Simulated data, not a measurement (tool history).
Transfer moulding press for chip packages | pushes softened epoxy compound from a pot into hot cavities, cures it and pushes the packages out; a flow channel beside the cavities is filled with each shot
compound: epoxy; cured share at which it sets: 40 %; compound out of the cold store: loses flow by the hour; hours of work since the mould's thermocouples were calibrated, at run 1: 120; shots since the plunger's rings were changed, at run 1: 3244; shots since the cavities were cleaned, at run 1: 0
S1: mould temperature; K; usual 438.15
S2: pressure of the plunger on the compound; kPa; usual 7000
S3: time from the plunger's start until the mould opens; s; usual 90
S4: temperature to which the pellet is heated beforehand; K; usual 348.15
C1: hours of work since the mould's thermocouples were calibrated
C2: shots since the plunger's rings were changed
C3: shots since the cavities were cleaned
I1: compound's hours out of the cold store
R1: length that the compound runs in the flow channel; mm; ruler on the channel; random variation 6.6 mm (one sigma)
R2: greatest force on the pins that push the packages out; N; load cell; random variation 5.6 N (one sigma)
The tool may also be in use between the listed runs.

run 1 hour=0 | S1=438.15 S2=7000 S3=90 S4=348.15 | C1=120 C2=3244 C3=0 | I1=31.7 | R1=874 R2=202
run 2 hour=64.4 | S1=438.15 S2=7000 S3=90 S4=348.15 | C1=148 C2=3845 C3=601 | I1=39.3 | R1=826 R2=366
-- hour=100.6 cavities cleaned with cleaning compound and waxed
run 3 hour=111.2 | S1=437.15 S2=7000 S3=90 S4=348.15 | C1=167 C2=4268 C3=99 | I1=17.6 | R1=926 R2=556
run 4 hour=139.1 | S1=442.15 S2=7000 S3=90 S4=348.15 | C1=179 C2=4528 C3=359 | I1=11.7 | R1=927 R2=478
-- hour=199.8 cavities cleaned with cleaning compound and waxed
run 5 hour=202.9 | S1=438.15 S2=7000 S3=90 S4=348.15 | C1=206 C2=5110 C3=29 | I1=44.2 | R1=797 R2=202
-- hour=223.6 plunger's sealing rings changed
run 6 hour=246.1 | S1=438.15 S2=7000 S3=90 S4=348.15 | C1=223 C2=210 C3=409 | I1=33.8 | R1=881 R2=313
-- hour=251.4 cavities cleaned with cleaning compound and waxed, once more
run 7 hour=285.8 | S1=438.15 S2=7000 S3=90 S4=348.15 | C1=240 C2=566 C3=320 | I1=15.1 | R1=961 R2=302
run 8 hour=335.8 | S1=438.15 S2=7000 S3=90 S4=348.15 | C1=261 C2=1033 C3=787 | I1=13.1 | R1=966 R2=400
-- hour=351.2 cavities cleaned with cleaning compound and waxed
run 9 hour=387.2 | S1=438.15 S2=7000 S3=90 S4=348.15 | C1=282 C2=1499 C3=336 | I1=25.3 | R1=910 R2=314
run 10 hour=432.1 | S1=438.15 S2=7000 S3=90 S4=348.15 | C1=301 C2=1918 C3=755 | I1=17.9 | R1=928 R2=400
-- hour=450.6 cavities cleaned with cleaning compound and waxed
run 11 hour=474 | S1=438.15 S2=7000 S3=90 S4=354.15 | C1=319 C2=2295 C3=218 | I1=14.4 | R1=961 R2=274
run 12 hour=515.2 | S1=438.15 S2=7000 S3=90 S4=354.15 | C1=336 C2=2680 C3=603 | I1=11.4 | R1=961 R2=379
-- hour=548.8 cavities cleaned with cleaning compound and waxed
run 13 hour=564 | S1=438.15 S2=7000 S3=77 S4=352.15 | C1=356 C2=3121 C3=141 | I1=30.1 | R1=872 R2=293
run 14 hour=604.2 | S1=436.15 S2=7000 S3=77 S4=358.15 | C1=374 C2=3496 C3=516 | I1=43.1 | R1=826 R2=437
-- hour=648.3 cavities cleaned with cleaning compound and waxed
run 15 hour=670.7 | S1=446.15 S2=8350 S3=71 S4=355.15 | C1=401 C2=4103 C3=209 | I1=23.7 | R1=943 R2=275
run 16 hour=735.5 | S1=438.15 S2=8050 S3=90 S4=338.15 | C1=429 C2=4708 C3=814 | I1=38.7 | R1=889 R2=397
-- hour=748.6 cavities cleaned with cleaning compound and waxed
run 17 hour=789.1 | S1=438.15 S2=8050 S3=90 S4=338.15 | C1=451 C2=5194 C3=378 | I1=39.4 | R1=895 R2=309
-- hour=798.7 plunger's sealing rings changed
-- hour=850.6 cavities cleaned with cleaning compound and waxed
run 18 hour=855.5 | S1=441.15 S2=7480 S3=85 S4=354.15 | C1=478 C2=515 C3=45 | I1=20.6 | R1=959 R2=209
run 19 hour=892.2 | S1=442.15 S2=7480 S3=102 S4=354.15 | C1=494 C2=858 C3=388 | I1=33.8 | R1=912 R2=297
-- hour=949.4 cavities cleaned with cleaning compound and waxed
run 20 hour=949.4 | S1=442.15 S2=6320 S3=102 S4=354.15 | C1=518 C2=1378 C3=0 | I1=31.1 | R1=833 R2=183

Run 21 comes next. What will it give?
run 21 hour=979.1 | S1=438.15 S2=7000 S3=77 S4=348.15 | C1=530 C2=1655 C3=277 | I1=12.5 | R1=? R2=?

{"run 21": {"R1": 955, "R2": 370}}
Without the tool's hidden state the same run would have given R1 969 mm, R2 241 N.
